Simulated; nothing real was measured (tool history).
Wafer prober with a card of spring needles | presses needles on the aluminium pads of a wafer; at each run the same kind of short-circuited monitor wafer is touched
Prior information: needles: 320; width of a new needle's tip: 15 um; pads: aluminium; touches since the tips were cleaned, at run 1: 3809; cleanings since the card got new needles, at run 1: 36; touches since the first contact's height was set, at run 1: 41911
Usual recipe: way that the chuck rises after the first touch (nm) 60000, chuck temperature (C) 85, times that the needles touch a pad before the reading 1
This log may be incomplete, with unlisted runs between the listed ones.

run,day,way that the chuck rises after the first touch (nm),chuck temperature (C),times that the needles touch a pad before the reading,touches since the tips were cleaned,cleanings since the card got new needles,touches since the first contact's height was set,resistance of one needle with its contact and lead (mohm),way that a needle slides on the pad (nm)
1,0.000,60000,85,1,3809,36,41911,281,11200
# day 0.121: tips cleaned on abrasive film
# day 0.704: tips cleaned on abrasive film
# day 1.288: tips cleaned on abrasive film
# day 1.754: tips cleaned on abrasive film
# day 2.221: tips cleaned on abrasive film
# day 2.804: tips cleaned on abrasive film
2,2.900,60000,85,1,937,42,70557,279,11260
# day 3.367: tips cleaned on abrasive film
# day 3.729: height of the first contact set anew
# day 3.962: tips cleaned on abrasive film
# day 4.525: tips cleaned on abrasive film
3,4.525,60000,85,1,0,45,7869,283,11260
# day 4.992: tips cleaned on abrasive film
# day 5.458: tips cleaned on abrasive film
# day 6.046: tips cleaned on abrasive film
# day 6.629: tips cleaned on abrasive film
# day 7.096: tips cleaned on abrasive film
4,7.171,60000,85,1,767,50,34038,274,11230
# day 7.642: tips cleaned on abrasive film
# day 8.225: tips cleaned on abrasive film
# day 8.808: tips cleaned on abrasive film
# day 9.392: tips cleaned on abrasive film
# day 9.975: tips cleaned on abrasive film
5,10.267,51000,85,1,2937,55,64685,280,9580
# day 10.504: tips cleaned on abrasive film
# day 11.088: tips cleaned on abrasive film
# day 11.671: tips cleaned on abrasive film
# day 11.683: height of the first contact set anew
# day 12.150: tips cleaned on abrasive film
6,12.588,60000,85,1,4334,59,8953,279,11240
# day 12.704: tips cleaned on abrasive film
# day 13.175: tips cleaned on abrasive film
# day 13.758: tips cleaned on abrasive film
# day 14.342: tips cleaned on abrasive film
# day 14.925: tips cleaned on abrasive film
7,15.004,60000,85,1,795,64,32840,282,11230
# day 15.471: tips cleaned on abrasive film
# day 16.054: tips cleaned on abrasive film
# day 16.638: tips cleaned on abrasive film
# day 17.221: tips cleaned on abrasive film
8,17.446,60000,85,2,2255,68,57031,281,11220
# day 17.800: tips cleaned on abrasive film
# day 18.383: tips cleaned on abrasive film
# day 18.967: tips cleaned on abrasive film
9,18.967,60000,109,1,3,71,72044,289,11240
# day 19.462: tips cleaned on abrasive film
# day 19.592: height of the first contact set anew
# day 20.058: tips cleaned on abrasive film
# day 20.642: tips cleaned on abrasive film
10,20.675,65000,109,1,332,74,10723,283,12180
# day 21.142: tips cleaned on abrasive film
# day 21.725: tips cleaned on abrasive film
11,21.938,65000,109,1,2111,76,23225,290,12150
# day 22.292: tips cleaned on abrasive film
# day 22.758: tips cleaned on abrasive film
# day 23.225: tips cleaned on abrasive film
# day 23.808: tips cleaned on abrasive film
12,23.967,65000,109,1,1583,80,43282,284,12150
# day 24.321: tips cleaned on abrasive film
# day 24.904: tips cleaned on abrasive film
13,25.275,65000,109,1,3691,82,56210,284,12160
# day 25.392: tips cleaned on abrasive film
# day 25.975: tips cleaned on abrasive film
# day 26.558: tips cleaned on abrasive film
# day 27.142: tips cleaned on abrasive film
# day 27.504: height of the first contact set anew
# day 27.738: tips cleaned on abrasive film
# day 28.321: tips cleaned on abrasive film
14,28.367,60000,93,2,440,88,8522,285,11250
# day 28.833: tips cleaned on abrasive film
# day 29.304: tips cleaned on abrasive film
# day 29.888: tips cleaned on abrasive film
# day 30.471: tips cleaned on abrasive film
15,30.688,60000,93,2,2180,92,31484,283,11260
# day 31.042: tips cleaned on abrasive film
# day 31.508: tips cleaned on abrasive film
# day 32.092: tips cleaned on abrasive film
# day 32.675: tips cleaned on abrasive film
16,32.754,52000,30,1,807,96,51920,268,9740
# day 33.221: tips cleaned on abrasive film
# day 33.692: tips cleaned on abrasive film
# day 34.275: tips cleaned on abrasive film
# day 34.858: tips cleaned on abrasive film
17,34.988,62000,65,2,1311,100,74015,273,11600
# day 35.342: tips cleaned on abrasive film
# day 35.471: height of the first contact set anew
# day 35.821: tips cleaned on abrasive film
# day 36.404: tips cleaned on abrasive film
18,36.575,40000,79,2,1687,103,10924,287,7480
# day 36.925: tips cleaned on abrasive film
# day 37.508: tips cleaned on abrasive film
# day 38.033: tips cleaned on abrasive film
19,38.033,60000,114,3,0,106,25341,294,11240
# day 38.500: tips cleaned on abrasive film
# day 39.083: tips cleaned on abrasive film
# day 39.550: tips cleaned on abrasive film
# day 40.021: tips cleaned on abrasive film
# day 40.604: tips cleaned on abrasive film
# day 41.083: tips cleaned on abrasive film
20,41.083,60000,85,2,0,112,55475,281,11210
# day 41.662: tips cleaned on abrasive film
# day 42.133: tips cleaned on abrasive film
# day 42.717: tips cleaned on abrasive film
# day 43.300: tips cleaned on abrasive film
# day 43.429: height of the first contact set anew
# day 43.842: tips cleaned on abrasive film
21,43.842,60000,85,2,0,117,4078,283,11250
# day 44.425: tips cleaned on abrasive film
# day 45.008: tips cleaned on abrasive film
# day 45.475: tips cleaned on abrasive film
22,45.904,58000,85,3,4281,120,24523,282,10860
# day 46.025: tips cleaned on abrasive film
# day 46.492: tips cleaned on abrasive film
# day 47.075: tips cleaned on abrasive film
# day 47.658: tips cleaned on abrasive film
# day 48.212: tips cleaned on abrasive film
23,48.212,58000,85,3,0,125,47327,280,10860

Below are 5 alternative next runs, each starting from the tool's condition after run 23. Predict each:
# day 48.796: tips cleaned on abrasive film
# day 49.379: tips cleaned on abrasive film
A,49.775,60000,85,2,3944,127,62817,?,?
# day 48.796: tips cleaned on abrasive film
# day 49.379: tips cleaned on abrasive film
B,49.775,76000,85,3,3944,127,62817,?,?
# day 48.796: tips cleaned on abrasive film
# day 49.379: tips cleaned on abrasive film
C,49.775,67000,40,1,3944,127,62817,?,?
# day 48.796: tips cleaned on abrasive film
# day 49.379: tips cleaned on abrasive film
D,49.775,49000,44,1,3944,127,62817,?,?
# day 48.796: tips cleaned on abrasive film
# day 49.379: tips cleaned on abrasive film
E,49.775,58000,36,2,3944,127,62817,?,?

run,resistance of one needle with its contact and lead (mohm),way that a needle slides on the pad (nm)
A,280,11260
B,278,14200
C,269,12540
D,272,9200
E,269,10850
Without the tool's hidden state the same runs would have given:
run,resistance of one needle with its contact and lead (mohm),way that a needle slides on the pad (nm)
A,279,11270
B,277,14210
C,269,12550
D,271,9200
E,268,10860
